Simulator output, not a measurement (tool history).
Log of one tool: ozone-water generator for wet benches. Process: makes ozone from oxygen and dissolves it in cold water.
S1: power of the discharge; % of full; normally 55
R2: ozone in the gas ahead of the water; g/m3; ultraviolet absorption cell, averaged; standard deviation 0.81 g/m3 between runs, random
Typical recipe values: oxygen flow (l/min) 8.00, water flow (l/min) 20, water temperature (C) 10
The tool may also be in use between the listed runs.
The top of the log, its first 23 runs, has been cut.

Run 24, day 76.917: usual settings but S1 92 % of full, oxygen flow (l/min) 4.73. Result: dissolved ozone (ppm) 29.7, R2 228.7 g/m3.
Run 25, day 81.379: usual settings but S1 98 % of full, oxygen flow (l/min) 4.73, water flow (l/min) 21, water temperature (C) 5. Result: dissolved ozone (ppm) 31.4, R2 244.4 g/m3.
Run 26, day 85.508: usual settings but S1 46 % of full, oxygen flow (l/min) 9.99, water temperature (C) 6. Result: dissolved ozone (ppm) 21.4, R2 103.0 g/m3.
Run 27, day 89.204: usual settings but S1 60 % of full, oxygen flow (l/min) 5.36, water flow (l/min) 29, water temperature (C) 7. Result: dissolved ozone (ppm) 16.0, R2 154.3 g/m3.
Run 28, day 92.688: usual settings but S1 60 % of full, oxygen flow (l/min) 5.36, water flow (l/min) 29, water temperature (C) 7. Result: dissolved ozone (ppm) 15.9, R2 156.5 g/m3.
Run 29, day 95.900: usual settings but oxygen flow (l/min) 6.73, water temperature (C) 5. Result: dissolved ozone (ppm) 22.9, R2 134.8 g/m3.
Run 30, day 98.412: usual settings but oxygen flow (l/min) 6.73, water temperature (C) 5. Result: dissolved ozone (ppm) 22.8, R2 135.6 g/m3.
Run 31, day 100.467: usual settings but oxygen flow (l/min) 6.83. Result: dissolved ozone (ppm) 21.3, R2 134.6 g/m3.
Run 32, day 105.208: usual settings but S1 57 % of full, oxygen flow (l/min) 14.10, water temperature (C) 6. Result: dissolved ozone (ppm) 26.9, R2 110.3 g/m3.

Alternative continuations, all from the tool just after run 32; predict every row:
Run A, day 107.333: usual settings but S1 45 % of full, oxygen flow (l/min) 4.33, water temperature (C) 8. Result: dissolved ozone (ppm) ?, R2 ?.
Run B, day 107.333: usual settings but S1 57 % of full, oxygen flow (l/min) 5.70, water temperature (C) 15. Result: dissolved ozone (ppm) ?, R2 ?.
Run C, day 107.333: usual settings but S1 53 % of full, oxygen flow (l/min) 14.10, water flow (l/min) 16, water temperature (C) 6. Result: dissolved ozone (ppm) ?, R2 ?.
Run D, day 107.333: usual settings but S1 57 % of full, oxygen flow (l/min) 8.74, water temperature (C) 6. Result: dissolved ozone (ppm) ?, R2 ?.
Run E, day 107.333: usual settings but S1 57 % of full, oxygen flow (l/min) 14.10, water flow (l/min) 28, water temperature (C) 6. Result: dissolved ozone (ppm) ?, R2 ?.

run  dissolved ozone (ppm)     R2
  A                   16.1  132.1
  B                   19.7  145.9
  C                   28.3  104.0
  D                   24.7  128.1
  E                   20.8  110.9
Had the tool no hidden state, the same runs would have come out as:
run  dissolved ozone (ppm)     R2
  A                   16.2  132.2
  B                   19.7  146.1
  C                   28.3  104.1
  D                   24.7  128.3
  E                   20.8  111.0
